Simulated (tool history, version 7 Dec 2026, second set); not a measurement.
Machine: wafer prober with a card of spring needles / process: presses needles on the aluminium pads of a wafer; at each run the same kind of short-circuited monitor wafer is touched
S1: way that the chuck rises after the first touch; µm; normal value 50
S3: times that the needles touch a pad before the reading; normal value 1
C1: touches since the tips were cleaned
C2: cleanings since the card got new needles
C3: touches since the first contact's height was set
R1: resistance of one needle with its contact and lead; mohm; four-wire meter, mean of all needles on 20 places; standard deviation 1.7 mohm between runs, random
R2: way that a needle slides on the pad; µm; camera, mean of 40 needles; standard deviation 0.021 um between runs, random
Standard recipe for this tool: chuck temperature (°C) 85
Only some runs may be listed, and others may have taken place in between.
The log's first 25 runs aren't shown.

run 26 day=12.392 | S1=41 chuck_temperature_(°C)=115 S3=1 | C1=3379 C2=39 C3=29600 | R1=175 R2=7.06
-- day=12.429 tips cleaned on abrasive film
run 27 day=12.804 | S1=41 chuck_temperature_(°C)=115 S3=1 | C1=2559 C2=40 C3=32382 | R1=174 R2=7.07
-- day=12.946 tips cleaned on abrasive film
run 28 day=13.400 | S1=40 chuck_temperature_(°C)=115 S3=2 | C1=3105 C2=41 C3=36413 | R1=178 R2=6.92
-- day=13.462 tips cleaned on abrasive film
run 29 day=13.896 | S1=40 chuck_temperature_(°C)=115 S3=2 | C1=2939 C2=42 C3=39747 | R1=179 R2=6.88
-- day=13.992 tips cleaned on abrasive film
run 30 day=14.196 | S1=35 chuck_temperature_(°C)=41 S3=2 | C1=1391 C2=43 C3=41774 | R1=166 R2=6.01
-- day=14.525 tips cleaned on abrasive film
run 31 day=14.812 | S1=35 chuck_temperature_(°C)=41 S3=2 | C1=1962 C2=44 C3=45953 | R1=165 R2=6.07
-- day=15.054 tips cleaned on abrasive film
run 32 day=15.133 | S1=50 chuck_temperature_(°C)=85 S3=1 | C1=533 C2=45 C3=48103 | R1=168 R2=8.62
run 33 day=15.467 | S1=31 chuck_temperature_(°C)=72 S3=1 | C1=2802 C2=45 C3=50372 | R1=172 R2=5.37

Consider 3 possible next runs. They are alternatives, not a sequence: every one starts from the tool as it was left by run 33. What does each give?
-- day=15.617 tips cleaned on abrasive film
run A day=16.046 | S1=34 chuck_temperature_(°C)=72 S3=1 | C1=2926 C2=46 C3=54300 | R1=? R2=?
-- day=15.617 tips cleaned on abrasive film
run B day=16.046 | S1=59 chuck_temperature_(°C)=76 S3=1 | C1=2926 C2=46 C3=54300 | R1=? R2=?
-- day=15.617 tips cleaned on abrasive film
run C day=16.046 | S1=31 chuck_temperature_(°C)=97 S3=1 | C1=2926 C2=46 C3=54300 | R1=? R2=?

run=A R1=171 R2=5.85
run=B R1=161 R2=10.18
run=C R1=181 R2=5.34
Stripped of hidden state, with their random variation kept, the same runs would have yielded:
run=A R1=171 R2=5.85
run=B R1=161 R2=10.18
run=C R1=180 R2=5.34

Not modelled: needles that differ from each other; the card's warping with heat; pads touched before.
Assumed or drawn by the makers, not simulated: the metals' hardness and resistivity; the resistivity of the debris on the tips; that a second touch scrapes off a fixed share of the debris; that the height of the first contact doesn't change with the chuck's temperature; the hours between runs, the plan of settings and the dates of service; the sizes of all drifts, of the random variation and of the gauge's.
